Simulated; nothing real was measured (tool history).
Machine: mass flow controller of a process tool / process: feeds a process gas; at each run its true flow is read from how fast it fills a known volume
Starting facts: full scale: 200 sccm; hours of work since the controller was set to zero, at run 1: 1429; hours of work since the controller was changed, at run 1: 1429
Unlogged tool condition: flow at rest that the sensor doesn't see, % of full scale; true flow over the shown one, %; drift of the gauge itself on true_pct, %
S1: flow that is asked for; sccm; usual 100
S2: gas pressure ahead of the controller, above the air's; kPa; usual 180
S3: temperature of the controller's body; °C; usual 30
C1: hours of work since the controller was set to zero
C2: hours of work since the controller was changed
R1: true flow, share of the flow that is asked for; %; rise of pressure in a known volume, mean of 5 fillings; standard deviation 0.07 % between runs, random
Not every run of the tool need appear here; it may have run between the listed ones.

run	hour	S1	S2	S3	C1	C2	R1
1	0.0	100	180	30	1429	1429	98.92
2	118.4	100	180	30	1472	1472	99.01
3	207.2	100	180	30	1505	1505	99.14
4	299.0	100	180	30	1539	1539	99.22
5	362.8	100	252	30	1563	1563	99.55
6	428.9	100	252	30	1588	1588	99.55
7	526.0	100	252	30	1623	1623	99.51
8	608.5	100	252	30	1654	1654	99.65
9	743.9	100	252	30	1704	1704	99.67
10	868.4	100	252	30	1750	1750	99.63
11	955.1	100	203	30	1782	1782	99.64
12	1065.4	100	233	30	1823	1823	99.83
13	1156.0	26	232	30	1857	1857	99.04
14	1228.9	26	232	30	1884	1884	99.25
15	1318.3	26	232	30	1917	1917	99.27
# hour 1351.8: gauge calibrated
16	1425.3	173	223	20	1957	1957	100.09
17	1557.0	45	223	31	2005	2005	98.73
18	1613.9	45	223	31	2027	2027	98.90
19	1711.8	115	166	37	2063	2063	99.08
20	1824.7	111	263	39	2105	2105	99.25
21	1938.0	111	263	39	2147	2147	99.31
22	2017.5	111	263	39	2176	2176	99.41
23	2105.5	111	263	39	2209	2209	99.32

Below are 5 alternative next runs, each starting from the tool's condition after run 23. Predict each:
A	2191.1	65	193	20	2240	2240	?
B	2191.1	99	178	27	2240	2240	?
C	2191.1	27	263	25	2240	2240	?
D	2191.1	123	263	39	2240	2240	?
E	2191.1	66	248	20	2240	2240	?

run	R1
A	99.80
B	99.65
C	99.49
D	99.75
E	99.81
Without the tool's hidden state the same runs would have given:
run	R1
A	99.33
B	99.18
C	99.04
D	99.28
E	99.35
